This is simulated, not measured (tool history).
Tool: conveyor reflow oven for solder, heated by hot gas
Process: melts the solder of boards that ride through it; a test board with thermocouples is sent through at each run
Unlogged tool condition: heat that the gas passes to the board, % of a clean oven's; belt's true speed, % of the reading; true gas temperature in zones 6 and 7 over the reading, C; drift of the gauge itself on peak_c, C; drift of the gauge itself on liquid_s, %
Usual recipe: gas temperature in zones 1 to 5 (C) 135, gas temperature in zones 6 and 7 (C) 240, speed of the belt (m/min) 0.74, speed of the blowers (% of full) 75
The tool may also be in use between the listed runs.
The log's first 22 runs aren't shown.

| run | hour | gas temperature in zones 1 to 5 (C) | gas temperature in zones 6 and 7 (C) | speed of the belt (m/min) | speed of the blowers (% of full) | hours of work since the flux was cleaned out | hours of work since the belt drive was overhauled | hours of work since the thermocouples were changed | highest temperature of the board (C) | time above the solder's melting point (s) |
|---|---|---|---|---|---|---|---|---|---|---|
| 23 | 677.6 | 129 | 240 | 0.871 | 55 | 237 | 609 | 279 | 207.7 | 23.4 |
| 24 | 713.4 | 121 | 248 | 0.6 | 75 | 259 | 630 | 301 | 235.3 | 51.2 |
| 25 | 736.3 | 123 | 234 | 0.834 | 70 | 273 | 644 | 315 | 209.7 | 25.2 |
| 26 | 776.6 | 135 | 254 | 0.74 | 90 | 298 | 669 | 340 | 239.4 | 44.8 |
| 27 | 803.6 | 124 | 255 | 0.74 | 65 | 314 | 686 | 356 | 231 | 39.9 |
| 28 | 837.1 | 124 | 255 | 0.74 | 65 | 335 | 706 | 376 | 230.8 | 40.1 |
| 29 | 865.6 | 136 | 255 | 0.74 | 65 | 352 | 723 | 394 | 233.3 | 43.2 |
|  | 896.6 | belt drive overhauled, speed set with a stopwatch |
| 30 | 906.8 | 126 | 236 | 0.885 | 66 | 375 | 6 | 417 | 207 | 22.1 |

Each row is a separate what-if for the run after 30, all from the same tool condition, not one after another. Results?
| A | 928.1 | 135 | 240 | 0.768 | 75 | 388 | 19 | 430 | ? | ? |
| B | 928.1 | 150 | 245 | 0.885 | 56 | 388 | 19 | 430 | ? | ? |
| C | 928.1 | 122 | 240 | 0.74 | 70 | 388 | 19 | 430 | ? | ? |
| D | 928.1 | 146 | 228 | 0.831 | 75 | 388 | 19 | 430 | ? | ? |

| run | highest temperature of the board (C) | time above the solder's melting point (s) |
|---|---|---|
| A | 221.3 | 36.2 |
| B | 216.1 | 31.3 |
| C | 218.7 | 33.7 |
| D | 211.1 | 30.4 |
Had the tool no hidden state, the same runs would have come out as:
| run | highest temperature of the board (C) | time above the solder's melting point (s) |
|---|---|---|
| A | 222.5 | 36.8 |
| B | 217.3 | 32 |
| C | 220 | 34.5 |
| D | 212.1 | 31.3 |
